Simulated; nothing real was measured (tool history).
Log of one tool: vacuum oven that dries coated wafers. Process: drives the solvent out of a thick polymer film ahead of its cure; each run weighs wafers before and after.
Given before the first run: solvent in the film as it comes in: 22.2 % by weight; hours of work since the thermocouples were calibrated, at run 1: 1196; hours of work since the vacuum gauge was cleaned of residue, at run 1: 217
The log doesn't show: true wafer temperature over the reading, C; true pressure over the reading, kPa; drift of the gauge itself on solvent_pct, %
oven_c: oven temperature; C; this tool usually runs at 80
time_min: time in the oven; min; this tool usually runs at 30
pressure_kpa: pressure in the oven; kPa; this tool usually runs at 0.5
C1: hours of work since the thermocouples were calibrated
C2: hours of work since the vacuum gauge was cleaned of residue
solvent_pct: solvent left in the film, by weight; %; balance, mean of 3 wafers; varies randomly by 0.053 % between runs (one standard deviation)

Run 1, hour 0: usual settings; C1 1196; C2 217. Result: solvent_pct 1.69 %.
Run 2, hour 23.2: usual settings; C1 1214; C2 235. Result: solvent_pct 1.62 %.
Run 3, hour 41.2: usual settings but time_min 41 min; C1 1228; C2 249. Result: solvent_pct 0.89 %.
Run 4, hour 59.7: usual settings; C1 1243; C2 264. Result: solvent_pct 1.65 %.
At hour 76.4: oven's thermocouples calibrated.
Run 5, hour 83.1: usual settings but pressure_kpa 1.152 kPa; C1 5; C2 280. Result: solvent_pct 2.29 %.
Run 6, hour 103.3: usual settings but oven_c 83 C; C1 21; C2 296. Result: solvent_pct 1.17 %.
Run 7, hour 114.1: usual settings but time_min 47 min; C1 29; C2 304. Result: solvent_pct 0.77 %.
Run 8, hour 129.7: usual settings but time_min 47 min; C1 41; C2 317. Result: solvent_pct 0.7 %.
Run 9, hour 142.6: usual settings but time_min 47 min; C1 51; C2 327. Result: solvent_pct 0.65 %.
Run 10, hour 154.4: usual settings but oven_c 90 C; C1 61; C2 336. Result: solvent_pct 0.43 %.
Run 11, hour 177.9: usual settings but oven_c 90 C, time_min 45 min; C1 79; C2 354. Result: solvent_pct 0.33 %.
Run 12, hour 199.1: usual settings; C1 95; C2 370. Result: solvent_pct 1.67 %.
Run 13, hour 220: usual settings; C1 111; C2 387. Result: solvent_pct 1.77 %.
Run 14, hour 235.1: usual settings but oven_c 90 C, time_min 21 min, pressure_kpa 1.459 kPa; C1 123; C2 398. Result: solvent_pct 1.47 %.
Run 15, hour 249.8: usual settings but oven_c 90 C, time_min 21 min, pressure_kpa 1.459 kPa; C1 134; C2 410. Result: solvent_pct 1.32 %.
Run 16, hour 267.8: usual settings but oven_c 68 C, pressure_kpa 0.254 kPa; C1 148; C2 424. Result: solvent_pct 5.78 %.
Run 17, hour 279.2: usual settings but oven_c 68 C, time_min 17 min, pressure_kpa 1.428 kPa; C1 157; C2 432. Result: solvent_pct 10.42 %.
Run 18, hour 294.1: usual settings but oven_c 68 C, time_min 17 min, pressure_kpa 1.428 kPa; C1 169; C2 444. Result: solvent_pct 10.26 %.
Run 19, hour 316.4: usual settings but oven_c 71 C, pressure_kpa 0.809 kPa; C1 186; C2 461. Result: solvent_pct 5 %.
Run 20, hour 332.6: usual settings but oven_c 88 C, time_min 21 min, pressure_kpa 0.97 kPa; C1 199; C2 474. Result: solvent_pct 1.44 %.

Predict the results of run 21:
Run 21, hour 351.3: usual settings but oven_c 67 C, pressure_kpa 1.116 kPa; C1 213; C2 488. Result: solvent_pct ?.

{"run 21": {"solvent_pct": 7.15}}
The same run, on a tool lacking any hidden state, would have yielded solvent_pct 7.14 %.
